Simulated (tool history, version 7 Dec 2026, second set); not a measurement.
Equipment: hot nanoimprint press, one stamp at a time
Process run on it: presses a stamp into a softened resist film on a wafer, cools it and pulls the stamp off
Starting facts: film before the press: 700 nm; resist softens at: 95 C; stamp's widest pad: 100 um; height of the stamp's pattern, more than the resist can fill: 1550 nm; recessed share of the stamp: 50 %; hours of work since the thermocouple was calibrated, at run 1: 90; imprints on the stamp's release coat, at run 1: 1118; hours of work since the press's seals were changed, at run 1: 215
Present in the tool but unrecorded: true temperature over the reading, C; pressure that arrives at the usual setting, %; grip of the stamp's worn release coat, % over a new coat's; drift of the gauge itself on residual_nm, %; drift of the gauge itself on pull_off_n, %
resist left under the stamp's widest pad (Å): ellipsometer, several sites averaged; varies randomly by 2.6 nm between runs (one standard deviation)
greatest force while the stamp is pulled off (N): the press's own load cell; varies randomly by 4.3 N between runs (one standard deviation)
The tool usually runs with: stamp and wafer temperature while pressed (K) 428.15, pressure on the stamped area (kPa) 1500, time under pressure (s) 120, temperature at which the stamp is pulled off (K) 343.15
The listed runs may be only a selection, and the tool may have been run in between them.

run   hour  stamp and wafer temperature while pressed (K)  pressure on the stamped area (kPa)  time under pressure (s)  temperature at which the stamp is pulled off (K)  hours of work since the thermocouple was calibrated  imprints on the stamp's release coat  hours of work since the press's seals were changed  resist left under the stamp's widest pad (Å)  greatest force while the stamp is pulled off (N)
  1      0                                         428.15                                1500                      120                                            343.15                                                   90                                  1118                                                 215                                          4293                                               285
  2   25.1                                         428.15                                1500                      120                                            343.15                                                  109                                  1193                                                 234                                          4242                                               276
  3   44.8                                         428.15                                1500                       98                                            343.15                                                  124                                  1252                                                 249                                          4554                                               276
  4   78.6                                         428.15                                1500                       74                                            343.15                                                  150                                  1352                                                 275                                          4967                                               278
  5  109.8                                         428.15                                1500                       74                                            343.15                                                  173                                  1445                                                 298                                          4937                                               297
  6  144.2                                         428.15                                1500                       70                                            343.15                                                  199                                  1548                                                 324                                          5040                                               290
  7    177                                         428.15                                1500                      120                                            343.15                                                  224                                  1645                                                 349                                          4363                                               312
  8  203.6                                         428.15                                1500                      120                                            343.15                                                  244                                  1724                                                 369                                          4347                                               313
     208.2  -- plate thermocouple calibrated
  9  229.9                                         428.15                                1500                      120                                            343.15                                                   16                                  1794                                                 387                                          4559                                               315
 10  249.8                                         428.15                                1500                      120                                            343.15                                                   32                                  1853                                                 402                                          4579                                               315
 11  272.8                                         428.15                                1500                      120                                            343.15                                                   49                                  1921                                                 420                                          4546                                               327
     278.5  -- plate thermocouple calibrated, once more
     296.1  -- stamp cleaned and given a new release coat
 12  297.1                                         428.15                                1500                      120                                            343.15                                                   10                                     3                                                 431                                          4262                                               218
 13  331.4                                         428.15                                1500                      120                                            343.15                                                   36                                   105                                                 457                                          4296                                               218
 14    362                                         431.15                                1500                      120                                            328.15                                                   59                                   196                                                 480                                          3704                                               299
 15  382.1                                         417.15                                1030                      120                                            328.15                                                   74                                   256                                                 496                                          6518                                               304
 16  408.6                                         424.15                                1500                       72                                            343.15                                                   94                                   335                                                 516                                          5731                                               230
 17  425.8                                         424.15                                1500                       72                                            343.15                                                  107                                   386                                                 529                                          5746                                               233
 18  442.2                                         428.15                                1970                       80                                            328.15                                                  120                                   435                                                 541                                          4522                                               322
 19  475.6                                         428.15                                1970                       80                                            328.15                                                  145                                   534                                                 566                                          4520                                               311
 20  489.5                                         428.15                                1970                       80                                            328.15                                                  155                                   576                                                 577                                          4495                                               324
 21  513.7                                         428.15                                1970                       80                                            328.15                                                  174                                   648                                                 595                                          4604                                               335
 22  541.2                                         425.15                                1850                      120                                            343.15                                                  195                                   729                                                 616                                          4794                                               242
 23  575.4                                         437.15                                2240                      120                                            343.15                                                  220                                   831                                                 642                                          2258                                               264
 24  609.2                                         430.15                                1450                       83                                            329.15                                                  246                                   932                                                 668                                          4585                                               349
 25  626.9                                         425.15                                1450                      212                                            346.15                                                  260                                   985                                                 681                                          4513                                               262
 26  650.4                                         428.15                                1500                      107                                            343.15                                                  277                                  1054                                                 699                                          4696                                               275

Predict each of these 3 candidate next runs independently; none follows another, all start after run 26:
     675.6  -- plate thermocouple calibrated
  A  681.9                                         428.15                                 950                      201                                            343.15                                                    5                                  1139                                                 720                                             ?                                                 ?
     675.6  -- plate thermocouple calibrated
  B  681.9                                         428.15                                1500                       68                                            343.15                                                    5                                  1139                                                 720                                             ?                                                 ?
     675.6  -- plate thermocouple calibrated
  C  681.9                                         428.15                                1500                      194                                            343.15                                                    5                                  1139                                                 720                                             ?                                                 ?

run  resist left under the stamp's widest pad (Å)  greatest force while the stamp is pulled off (N)
  A                                          4355                                               281
  B                                          4980                                               274
  C                                          3664                                               274
With no hidden state in the tool, these same runs would have given:
run  resist left under the stamp's widest pad (Å)  greatest force while the stamp is pulled off (N)
  A                                          4275                                               218
  B                                          4877                                               213
  C                                          3554                                               212
